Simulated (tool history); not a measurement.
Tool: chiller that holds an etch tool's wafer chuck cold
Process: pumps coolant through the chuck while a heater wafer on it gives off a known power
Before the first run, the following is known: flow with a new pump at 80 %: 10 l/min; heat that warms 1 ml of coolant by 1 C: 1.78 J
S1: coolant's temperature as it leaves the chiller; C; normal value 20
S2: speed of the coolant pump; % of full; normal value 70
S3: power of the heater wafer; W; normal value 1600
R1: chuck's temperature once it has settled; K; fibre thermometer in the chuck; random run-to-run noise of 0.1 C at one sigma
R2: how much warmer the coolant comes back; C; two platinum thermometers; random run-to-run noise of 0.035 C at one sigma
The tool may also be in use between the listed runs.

Run 1, hour 0: usual settings. Result: R1 311.95 K, R2 6.34 C.
Run 2, hour 55.1: usual settings. Result: R1 312.15 K, R2 6.29 C.
Run 3, hour 128.6: usual settings. Result: R1 312.25 K, R2 6.34 C.
Run 4, hour 202.1: usual settings. Result: R1 312.45 K, R2 6.33 C.
Run 5, hour 250.2: usual settings. Result: R1 312.25 K, R2 6.36 C.
Run 6, hour 302.6: usual settings. Result: R1 312.55 K, R2 6.32 C.
Run 7, hour 354.9: usual settings. Result: R1 312.55 K, R2 6.43 C.
Run 8, hour 394.5: usual settings. Result: R1 312.55 K, R2 6.35 C.
At hour 404.6: coolant pump overhauled.
Run 9, hour 477.2: usual settings but S1 12 C. Result: R1 304.75 K, R2 6.55 C.
Run 10, hour 515.3: usual settings but S1 12 C. Result: R1 305.05 K, R2 6.53 C.
Run 11, hour 571.2: usual settings but S1 23 C, S3 1515 W. Result: R1 314.95 K, R2 6.18 C.
Run 12, hour 605.3: usual settings but S1 13 C, S2 78 % of full, S3 1244 W. Result: R1 300.35 K, R2 4.58 C.
Run 13, hour 664: usual settings but S2 99 % of full. Result: R1 308.25 K, R2 4.66 C.
Run 14, hour 737.3: usual settings but S2 92 % of full. Result: R1 309.25 K, R2 5 C.
At hour 807.2: coolant pump overhauled, once more.
Run 15, hour 815.4: usual settings but S2 92 % of full. Result: R1 308.55 K, R2 4.76 C.

5 ways to go on from here, each from the tool as it stands after run 15. What would each give?
Run A, hour 853.5: usual settings but S1 23 C, S2 74 % of full, S3 1860 W. Result: R1 ?, R2 ?.
Run B, hour 853.5: usual settings but S2 67 % of full. Result: R1 ?, R2 ?.
Run C, hour 853.5: usual settings but S1 12 C. Result: R1 ?, R2 ?.
Run D, hour 853.5: usual settings but S1 11 C, S2 92 % of full, S3 1070 W. Result: R1 ?, R2 ?.
Run E, hour 853.5: usual settings but S1 19 C, S2 92 % of full. Result: R1 ?, R2 ?.

run      R1    R2
  A  317.65  6.79
  B  313.05  6.51
  C  304.35  6.13
  D  294.15   3.2
  E  307.55  4.78
Had the tool no hidden state, the same runs would have come out as:
run      R1    R2
  A  317.05  6.73
  B  312.55  6.45
  C  303.85  6.08
  D  294.25  3.18
  E  307.35  4.74

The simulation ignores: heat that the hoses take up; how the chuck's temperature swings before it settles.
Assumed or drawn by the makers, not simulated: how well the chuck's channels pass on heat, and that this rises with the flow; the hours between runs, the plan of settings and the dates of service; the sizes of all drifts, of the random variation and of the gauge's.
